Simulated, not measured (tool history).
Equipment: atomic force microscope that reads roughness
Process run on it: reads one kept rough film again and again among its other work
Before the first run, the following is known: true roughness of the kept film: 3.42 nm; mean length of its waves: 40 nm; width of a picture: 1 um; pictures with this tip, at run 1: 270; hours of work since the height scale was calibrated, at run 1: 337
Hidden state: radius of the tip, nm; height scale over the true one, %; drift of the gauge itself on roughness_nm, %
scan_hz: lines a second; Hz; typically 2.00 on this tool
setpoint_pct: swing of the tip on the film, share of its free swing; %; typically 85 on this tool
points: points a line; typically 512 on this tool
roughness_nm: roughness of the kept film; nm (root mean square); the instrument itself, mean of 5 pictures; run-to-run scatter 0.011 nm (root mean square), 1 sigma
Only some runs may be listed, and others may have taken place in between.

run	hour	scan_hz	setpoint_pct	points	pictures with this tip	hours of work since the height scale was calibrated	roughness_nm
1	0.0	2.00	85	512	270	337	2.501
2	13.8	2.92	85	512	280	343	2.278
3	31.5	2.92	85	512	292	351	2.290
# hour 33.2: new tip fitted
4	41.1	2.00	85	512	5	355	2.508
5	58.0	0.81	85	512	17	363	2.910
6	71.4	0.81	57	512	27	370	3.155
7	82.6	2.32	57	512	35	375	3.034
8	98.9	2.32	57	512	46	382	3.051
9	108.3	2.32	57	512	53	387	3.006
10	126.1	2.32	57	512	65	395	3.020
11	136.5	2.32	57	512	73	400	3.019
12	149.1	2.32	57	512	82	406	3.023
13	163.1	2.32	57	512	91	412	2.991
14	181.3	2.32	57	512	104	421	3.002
15	201.1	2.32	57	512	118	430	3.035
16	217.5	2.32	57	512	130	438	3.013
17	233.8	2.00	85	564	141	445	2.521
18	245.6	2.00	85	564	150	451	2.515
19	263.8	2.00	85	564	162	459	2.515
20	273.7	2.00	85	564	169	464	2.513
21	292.4	2.75	63	342	183	473	2.860
22	302.7	2.75	63	342	190	478	2.849
23	318.7	2.00	68	717	201	485	2.871
24	331.7	2.00	68	717	210	491	2.882
25	351.8	2.00	68	717	225	501	2.875
26	361.7	2.00	66	520	231	505	2.939
27	379.8	2.00	66	520	244	514	2.919
28	397.8	2.00	85	665	257	522	2.510
29	417.7	2.00	86	861	271	531	2.501
30	433.0	0.74	82	756	282	538	2.967
# hour 449.7: new tip fitted
31	452.9	0.74	82	756	2	547	2.948
32	470.6	0.74	82	756	15	556	2.947
33	487.8	1.04	82	445	27	564	2.860
34	498.1	1.04	82	445	34	569	2.865
35	517.3	1.67	85	445	48	578	2.615
36	536.9	0.53	73	324	62	587	3.088
37	551.2	0.59	68	625	72	593	3.141

Across each entry between runs, compare the hidden state at the last listed run before it with the hidden state at the first listed run after it:
Runs 3 to 4: new tip fitted (hour 33.2)
  radius of the tip, nm: 7.3 -> 7
Runs 30 to 31: new tip fitted (hour 449.7)
  radius of the tip, nm: 7.3 -> 7
